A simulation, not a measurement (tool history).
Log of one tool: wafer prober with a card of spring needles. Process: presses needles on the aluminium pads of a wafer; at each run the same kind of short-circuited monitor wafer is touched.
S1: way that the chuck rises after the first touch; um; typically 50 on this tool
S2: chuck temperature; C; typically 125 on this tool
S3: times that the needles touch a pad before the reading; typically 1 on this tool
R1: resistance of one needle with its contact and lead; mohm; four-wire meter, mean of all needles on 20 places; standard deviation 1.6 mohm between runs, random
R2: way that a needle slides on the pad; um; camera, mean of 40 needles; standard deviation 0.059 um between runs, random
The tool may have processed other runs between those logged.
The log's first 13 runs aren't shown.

run,day,S1,S2,S3,R1,R2
# day 3.583: tips cleaned on abrasive film
14,3.742,50,125,1,232,8.81
# day 3.912: tips cleaned on abrasive film
15,4.129,50,125,1,249,8.77
# day 4.271: tips cleaned on abrasive film
16,4.392,50,125,1,222,8.84
# day 4.600: tips cleaned on abrasive film
17,4.683,50,125,1,208,8.84
# day 4.938: tips cleaned on abrasive film
18,4.950,69,125,1,155,12.17
19,5.217,68,30,1,195,12.05
# day 5.262: tips cleaned on abrasive film
# day 5.421: height of the first contact set anew
# day 5.604: tips cleaned on abrasive film
20,5.625,50,35,1,159,9.18
21,5.788,50,86,1,228,9.23
# day 5.946: tips cleaned on abrasive film
22,6.129,50,86,1,229,9.21
# day 6.283: tips cleaned on abrasive film
23,6.321,36,85,2,194,6.62
# day 6.617: tips cleaned on abrasive film
24,6.658,36,85,2,193,6.65
25,6.850,36,85,2,263,6.67

The next listed run, before its measurement:
# day 6.954: tips cleaned on abrasive film
26,7.133,63,32,2,?,?

R1: 164 mohm
R2: 11.53 um
Without the tool's hidden state the same run would have given R1 128 mohm, R2 11.62 um.
